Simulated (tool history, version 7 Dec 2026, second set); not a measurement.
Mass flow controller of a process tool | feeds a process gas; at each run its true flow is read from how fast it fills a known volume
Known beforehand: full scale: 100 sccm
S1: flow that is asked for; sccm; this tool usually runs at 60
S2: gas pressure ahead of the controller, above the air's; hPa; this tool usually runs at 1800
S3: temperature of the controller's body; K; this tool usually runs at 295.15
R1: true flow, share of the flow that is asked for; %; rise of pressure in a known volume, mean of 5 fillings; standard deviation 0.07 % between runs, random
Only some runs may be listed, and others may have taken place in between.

Run 1, hour 0: usual settings. Result: R1 98.17 %.
Run 2, hour 201.2: usual settings. Result: R1 98.07 %.
Run 3, hour 354: usual settings. Result: R1 98.1 %.
Run 4, hour 530.2: usual settings but S1 36 sccm. Result: R1 97.26 %.
Run 5, hour 716.2: usual settings but S1 24 sccm. Result: R1 96.61 %.
Run 6, hour 865.7: usual settings but S1 24 sccm. Result: R1 96.56 %.
Run 7, hour 1112.7: usual settings but S1 24 sccm. Result: R1 96.27 %.
Run 8, hour 1417: usual settings but S3 294.15 K. Result: R1 97.63 %.
Run 9, hour 1701.3: usual settings but S3 301.15 K. Result: R1 98.39 %.
Run 10, hour 1990.8: usual settings. Result: R1 97.65 %.
Run 11, hour 2269.7: usual settings. Result: R1 97.65 %.
Run 12, hour 2452: usual settings. Result: R1 97.52 %.
Run 13, hour 2694.8: usual settings. Result: R1 97.46 %.
Run 14, hour 2987.4: usual settings. Result: R1 97.48 %.
Run 15, hour 3218.6: usual settings. Result: R1 97.38 %.
Run 16, hour 3476.5: usual settings. Result: R1 97.39 %.
Run 17, hour 3799.3: usual settings. Result: R1 97.24 %.
Run 18, hour 4037.1: usual settings but S1 55 sccm. Result: R1 96.96 %.
Run 19, hour 4356.4: usual settings but S1 55 sccm, S2 2640 hPa. Result: R1 97.54 %.
Run 20, hour 4633.7: usual settings. Result: R1 97.03 %.
Run 21, hour 4941.1: usual settings. Result: R1 97.08 %.
Run 22, hour 5264.5: usual settings but S2 2400 hPa. Result: R1 97.14 %.
Run 23, hour 5580.8: usual settings but S2 2400 hPa. Result: R1 97.41 %.
Run 24, hour 5742.1: usual settings but S1 97 sccm. Result: R1 98.05 %.
Run 25, hour 5886.7: usual settings but S2 2140 hPa. Result: R1 97.03 %.
Run 26, hour 6117.9: usual settings but S1 65 sccm, S2 1400 hPa, S3 298.15 K. Result: R1 96.95 %.
At hour 6258.3: controller's zero set anew.
Run 27, hour 6326.1: usual settings but S1 65 sccm, S2 1400 hPa, S3 298.15 K. Result: R1 96.41 %.
Run 28, hour 6597: usual settings but S1 65 sccm, S2 1400 hPa, S3 298.15 K. Result: R1 96.49 %.
Run 29, hour 6921.2: usual settings but S1 65 sccm, S2 1400 hPa, S3 298.15 K. Result: R1 96.35 %.
Run 30, hour 7153.7: usual settings but S1 40 sccm, S2 1610 hPa, S3 297.15 K. Result: R1 94.8 %.
Run 31, hour 7335.9: usual settings but S1 40 sccm, S2 1610 hPa, S3 309.15 K. Result: R1 96.07 %.
Run 32, hour 7526.3: usual settings but S1 23 sccm, S2 1520 hPa. Result: R1 92.5 %.
Run 33, hour 7798.4: usual settings but S1 23 sccm, S2 1560 hPa. Result: R1 92.25 %.
At hour 7919: controller's zero set anew, once more.
Run 34, hour 8129.1: usual settings but S3 298.15 K. Result: R1 97.71 %.
Run 35, hour 8435.8: usual settings but S3 298.15 K. Result: R1 97.45 %.

Expected results for the next run?
Run 36, hour 8590.3: usual settings but S1 21 sccm, S2 2650 hPa, S3 298.15 K. Result: R1 ?.

Logged for run 36: R1 96.9 %.
With the hidden condition absent and the run-to-run variation left alone, this run would have shown R1 98.42 %.

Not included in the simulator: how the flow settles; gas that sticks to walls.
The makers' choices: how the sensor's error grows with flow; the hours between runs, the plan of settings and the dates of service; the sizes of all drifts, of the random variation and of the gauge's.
